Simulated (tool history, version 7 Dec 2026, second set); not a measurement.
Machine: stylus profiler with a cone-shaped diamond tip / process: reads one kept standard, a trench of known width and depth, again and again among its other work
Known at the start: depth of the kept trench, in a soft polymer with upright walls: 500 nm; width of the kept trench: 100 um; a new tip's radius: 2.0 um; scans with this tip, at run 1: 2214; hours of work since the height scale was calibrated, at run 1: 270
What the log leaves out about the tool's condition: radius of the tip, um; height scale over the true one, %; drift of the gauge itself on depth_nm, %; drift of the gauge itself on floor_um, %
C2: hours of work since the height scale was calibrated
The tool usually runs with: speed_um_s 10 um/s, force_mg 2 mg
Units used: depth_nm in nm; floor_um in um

Run 1, hour 0: usual settings; scans with this tip 2214; C2 270. Result: depth_nm 506.97 nm, floor_um 97.27 um.
Run 2, hour 38.7: usual settings; scans with this tip 2399; C2 293. Result: depth_nm 506.75 nm, floor_um 97.22 um.
Run 3, hour 58.5: usual settings; scans with this tip 2493; C2 304. Result: depth_nm 506.74 nm, floor_um 97.26 um.
Run 4, hour 92.3: usual settings but force_mg 0.92 mg; scans with this tip 2655; C2 324. Result: depth_nm 504.18 nm, floor_um 97.22 um.
Run 5, hour 120.8: usual settings but force_mg 0.92 mg; scans with this tip 2791; C2 340. Result: depth_nm 504.04 nm, floor_um 97.17 um.
Run 6, hour 139.7: usual settings but force_mg 0.92 mg; scans with this tip 2881; C2 351. Result: depth_nm 504.16 nm, floor_um 97.21 um.
Run 7, hour 177.3: usual settings; scans with this tip 3061; C2 373. Result: depth_nm 506.79 nm, floor_um 97.19 um.
Run 8, hour 216.3: usual settings; scans with this tip 3247; C2 396. Result: depth_nm 507.28 nm, floor_um 97.17 um.
Run 9, hour 232.2: usual settings; scans with this tip 3323; C2 405. Result: depth_nm 507.03 nm, floor_um 97.15 um.
Run 10, hour 265.3: usual settings; scans with this tip 3481; C2 425. Result: depth_nm 506.9 nm, floor_um 97.15 um.
Run 11, hour 288.2: usual settings; scans with this tip 3590; C2 438. Result: depth_nm 506.82 nm, floor_um 97.09 um.
Run 12, hour 308.2: usual settings but speed_um_s 5 um/s, force_mg 1.3 mg; scans with this tip 3686; C2 450. Result: depth_nm 505.33 nm, floor_um 97.14 um.
Run 13, hour 339.5: usual settings but speed_um_s 23 um/s, force_mg 3.7 mg; scans with this tip 3835; C2 468. Result: depth_nm 510.44 nm, floor_um 97.13 um.
At hour 342.3: height scale calibrated on a step standard.
Run 14, hour 361.1: usual settings but speed_um_s 23 um/s, force_mg 3.7 mg; scans with this tip 3936; C2 11. Result: depth_nm 510.62 nm, floor_um 97.11 um.
Run 15, hour 384.2: usual settings but speed_um_s 3 um/s, force_mg 3.7 mg; scans with this tip 4046; C2 24. Result: depth_nm 510.76 nm, floor_um 97.16 um.
Run 16, hour 404.5: usual settings but speed_um_s 9 um/s; scans with this tip 4143; C2 36. Result: depth_nm 507.62 nm, floor_um 97.16 um.
Run 17, hour 439.8: usual settings but speed_um_s 9 um/s, force_mg 2.45 mg; scans with this tip 4312; C2 57. Result: depth_nm 508.51 nm, floor_um 97.22 um.
Run 18, hour 474.1: usual settings but speed_um_s 22 um/s, force_mg 1.54 mg; scans with this tip 4476; C2 77. Result: depth_nm 506.42 nm, floor_um 97.14 um.

Predict each of these 3 candidate next runs independently; none follows another, all start after run 18:
Run A, hour 512.5: usual settings but speed_um_s 5 um/s, force_mg 1.57 mg; scans with this tip 4659; C2 99. Result: depth_nm ?, floor_um ?.
Run B, hour 512.5: usual settings but speed_um_s 2 um/s, force_mg 1.61 mg; scans with this tip 4659; C2 99. Result: depth_nm ?, floor_um ?.
Run C, hour 512.5: usual settings but speed_um_s 6 um/s, force_mg 1.99 mg; scans with this tip 4659; C2 99. Result: depth_nm ?, floor_um ?.

run  depth_nm  floor_um
  A    506.31     97.13
  B     506.3     97.17
  C    507.33     97.17
With no hidden state in the tool, these same runs would have given:
run  depth_nm  floor_um
  A    505.56     97.32
  B    505.56     97.36
  C    506.58     97.37

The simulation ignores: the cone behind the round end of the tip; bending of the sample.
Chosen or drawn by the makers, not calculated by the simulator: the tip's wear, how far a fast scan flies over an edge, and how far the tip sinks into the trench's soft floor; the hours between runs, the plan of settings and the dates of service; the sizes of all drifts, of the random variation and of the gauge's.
